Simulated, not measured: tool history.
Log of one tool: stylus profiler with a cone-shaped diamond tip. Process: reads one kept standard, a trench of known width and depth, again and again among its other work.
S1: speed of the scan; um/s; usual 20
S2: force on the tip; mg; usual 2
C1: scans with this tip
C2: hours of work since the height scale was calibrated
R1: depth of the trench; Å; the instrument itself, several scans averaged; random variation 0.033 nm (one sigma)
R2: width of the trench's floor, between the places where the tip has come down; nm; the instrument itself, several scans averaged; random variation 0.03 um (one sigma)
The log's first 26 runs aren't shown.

{"hour": 346.4, "done": "new tip fitted, height scale calibrated"}
{"run": 27, "hour": 346.4, "S1": 17, "S2": 5.79, "C1": 0, "C2": 0, "R1": 1013.6, "R2": 48700}
{"run": 28, "hour": 366.1, "S1": 53, "S2": 2.44, "C1": 169, "C2": 12, "R1": 1007.5, "R2": 48560}
{"run": 29, "hour": 379.0, "S1": 53, "S2": 2.44, "C1": 278, "C2": 20, "R1": 1008, "R2": 48540}
{"run": 30, "hour": 389.1, "S1": 53, "S2": 2.44, "C1": 364, "C2": 26, "R1": 1007.8, "R2": 48550}
{"run": 31, "hour": 401.7, "S1": 17, "S2": 2.72, "C1": 472, "C2": 34, "R1": 1008, "R2": 48630}
{"run": 32, "hour": 412.7, "S1": 20, "S2": 2.4, "C1": 566, "C2": 41, "R1": 1007.7, "R2": 48630}
{"run": 33, "hour": 426.6, "S1": 14, "S2": 1.35, "C1": 684, "C2": 49, "R1": 1005.8, "R2": 48700}
{"run": 34, "hour": 445.5, "S1": 14, "S2": 1.35, "C1": 845, "C2": 61, "R1": 1005.2, "R2": 48690}
{"run": 35, "hour": 459.2, "S1": 8, "S2": 0.88, "C1": 962, "C2": 69, "R1": 1004, "R2": 48680}
{"run": 36, "hour": 472.4, "S1": 8, "S2": 0.88, "C1": 1075, "C2": 77, "R1": 1004.1, "R2": 48680}
{"run": 37, "hour": 481.9, "S1": 8, "S2": 0.88, "C1": 1156, "C2": 83, "R1": 1004.2, "R2": 48740}

4 ways to go on from here, each from the tool as it stands after run 37. What would each give?
{"run": "A", "hour": 496.5, "S1": 13, "S2": 2, "C1": 1280, "C2": 92, "R1": "?", "R2": "?"}
{"run": "B", "hour": 496.5, "S1": 20, "S2": 3.75, "C1": 1280, "C2": 92, "R1": "?", "R2": "?"}
{"run": "C", "hour": 496.5, "S1": 44, "S2": 0.93, "C1": 1280, "C2": 92, "R1": "?", "R2": "?"}
{"run": "D", "hour": 496.5, "S1": 11, "S2": 0.88, "C1": 1280, "C2": 92, "R1": "?", "R2": "?"}

run=A R1=1007.2 R2=48710
run=B R1=1010.5 R2=48670
run=C R1=1004.3 R2=48450
run=D R1=1003.9 R2=48690
Without the tool's hidden state the same runs would have given:
run=A R1=1007.2 R2=48710
run=B R1=1010.5 R2=48680
run=C R1=1004.3 R2=48450
run=D R1=1003.9 R2=48690
